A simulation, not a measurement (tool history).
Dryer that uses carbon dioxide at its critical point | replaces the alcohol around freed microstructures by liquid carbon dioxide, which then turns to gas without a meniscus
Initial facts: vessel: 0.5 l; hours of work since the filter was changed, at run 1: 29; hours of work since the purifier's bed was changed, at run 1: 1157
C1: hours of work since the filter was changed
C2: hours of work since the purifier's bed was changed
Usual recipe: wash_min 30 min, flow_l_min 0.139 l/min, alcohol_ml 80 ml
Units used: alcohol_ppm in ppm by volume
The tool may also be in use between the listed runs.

Run 1, hour 0: usual settings; C1 29; C2 1157. Result: alcohol_ppm 269 ppm by volume.
Run 2, hour 44.5: usual settings; C1 57; C2 1186. Result: alcohol_ppm 299 ppm by volume.
Run 3, hour 68.2: usual settings but flow_l_min 0.232 l/min; C1 73; C2 1201. Result: alcohol_ppm 112 ppm by volume.
Run 4, hour 91.7: usual settings but flow_l_min 0.232 l/min; C1 88; C2 1216. Result: alcohol_ppm 110 ppm by volume.
Run 5, hour 124: usual settings but flow_l_min 0.232 l/min; C1 108; C2 1237. Result: alcohol_ppm 112 ppm by volume.
Run 6, hour 169.8: usual settings but wash_min 23 min, flow_l_min 0.232 l/min; C1 138; C2 1266. Result: alcohol_ppm 149 ppm by volume.
At hour 200.3: inlet filter changed.
Run 7, hour 222: usual settings but wash_min 23 min, flow_l_min 0.232 l/min; C1 14; C2 1299. Result: alcohol_ppm 130 ppm by volume.
At hour 228.6: purifier's bed changed.
Run 8, hour 258.1: usual settings; C1 35; C2 19. Result: alcohol_ppm 170 ppm by volume.
Run 9, hour 284: usual settings but alcohol_ml 39 ml; C1 52; C2 35. Result: alcohol_ppm 99 ppm by volume.
Run 10, hour 330.7: usual settings but wash_min 21 min; C1 81; C2 65. Result: alcohol_ppm 1607 ppm by volume.
Run 11, hour 355: usual settings but wash_min 21 min; C1 97; C2 81. Result: alcohol_ppm 1709 ppm by volume.
Run 12, hour 402.7: usual settings but wash_min 21 min, flow_l_min 0.115 l/min; C1 128; C2 111. Result: alcohol_ppm 4303 ppm by volume.
Run 13, hour 433.1: usual settings but wash_min 33 min, flow_l_min 0.17 l/min, alcohol_ml 25 ml; C1 147; C2 131. Result: alcohol_ppm 27 ppm by volume.
At hour 445.7: inlet filter changed.
Run 14, hour 475.9: usual settings but wash_min 33 min, flow_l_min 0.162 l/min, alcohol_ml 51 ml; C1 19; C2 158. Result: alcohol_ppm 34 ppm by volume.
Run 15, hour 502.4: usual settings but wash_min 19 min, flow_l_min 0.15 l/min, alcohol_ml 29 ml; C1 36; C2 174. Result: alcohol_ppm 573 ppm by volume.
Run 16, hour 528.6: usual settings but wash_min 18 min, flow_l_min 0.132 l/min, alcohol_ml 28 ml; C1 53; C2 191. Result: alcohol_ppm 1290 ppm by volume.
Run 17, hour 550.4: usual settings but wash_min 18 min, flow_l_min 0.132 l/min, alcohol_ml 28 ml; C1 67; C2 205. Result: alcohol_ppm 1312 ppm by volume.
Run 18, hour 593.2: usual settings but wash_min 18 min, flow_l_min 0.132 l/min, alcohol_ml 28 ml; C1 94; C2 233. Result: alcohol_ppm 1405 ppm by volume.
Run 19, hour 631.3: usual settings but wash_min 18 min, flow_l_min 0.132 l/min, alcohol_ml 28 ml; C1 119; C2 257. Result: alcohol_ppm 1560 ppm by volume.

4 options for the next run, each taken on its own from the tool as it stands now. Forecast them:
Run A, hour 666.7: usual settings but flow_l_min 0.131 l/min, alcohol_ml 84 ml; C1 141; C2 280. Result: alcohol_ppm ?.
Run B, hour 666.7: usual settings but wash_min 33 min, flow_l_min 0.126 l/min, alcohol_ml 28 ml; C1 141; C2 280. Result: alcohol_ppm ?.
Run C, hour 666.7: usual settings but wash_min 40 min, alcohol_ml 114 ml; C1 141; C2 280. Result: alcohol_ppm ?.
Run D, hour 666.7: usual settings but wash_min 18 min, flow_l_min 0.132 l/min, alcohol_ml 38 ml; C1 141; C2 280. Result: alcohol_ppm ?.

run  alcohol_ppm
  A          526
  B          147
  C           87
  D         2231
With no hidden state in the tool, these same runs would have given:
run  alcohol_ppm
  A          220
  B           54
  C           22
  D         1324
